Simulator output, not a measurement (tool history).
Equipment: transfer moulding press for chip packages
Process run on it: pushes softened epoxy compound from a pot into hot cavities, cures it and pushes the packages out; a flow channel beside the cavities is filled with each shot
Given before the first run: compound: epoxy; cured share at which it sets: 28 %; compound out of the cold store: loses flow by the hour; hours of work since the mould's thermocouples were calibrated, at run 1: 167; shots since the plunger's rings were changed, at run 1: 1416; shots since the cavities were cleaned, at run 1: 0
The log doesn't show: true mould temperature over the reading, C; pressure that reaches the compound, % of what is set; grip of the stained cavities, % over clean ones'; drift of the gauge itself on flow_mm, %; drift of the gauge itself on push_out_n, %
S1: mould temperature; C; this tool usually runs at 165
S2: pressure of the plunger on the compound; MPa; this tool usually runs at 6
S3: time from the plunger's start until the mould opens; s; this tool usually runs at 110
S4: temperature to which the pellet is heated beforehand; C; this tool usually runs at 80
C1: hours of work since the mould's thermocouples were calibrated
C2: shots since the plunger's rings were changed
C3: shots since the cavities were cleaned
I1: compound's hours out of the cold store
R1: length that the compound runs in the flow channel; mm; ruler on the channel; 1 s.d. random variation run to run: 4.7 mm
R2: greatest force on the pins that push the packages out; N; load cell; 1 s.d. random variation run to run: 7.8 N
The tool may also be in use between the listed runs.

run	hour	S1	S2	S3	S4	C1	C2	C3	I1	R1	R2
1	0	165	6	110	80	167	1416	0	29.5	667	351
2	16	165	6	110	80	180	1613	197	23	685	459
3	42.8	165	5.48	110	80	201	1943	527	16.9	667	548
# hour 57.8: cavities cleaned with cleaning compound and waxed
4	76.3	165	6	110	80	226	2337	228	35.6	650	426
5	100.3	165	6	110	74	244	2632	523	10.9	715	558
# hour 113.9: cavities cleaned with cleaning compound and waxed
6	117.9	165	6	110	74	257	2831	50	41.3	620	353
7	142.9	165	6	110	74	276	3139	358	29	653	468

What does the tool deliver on the next run?
# hour 148.1: plunger's sealing rings changed
8	159.2	165	6	110	74	287	137	528	15.5	?	?

{"run 8": {"R1": 728, "R2": 552}}
Take away the tool's hidden state, keep the run-to-run variation as it was, and the same run would have given R1 731 mm, R2 348 N.
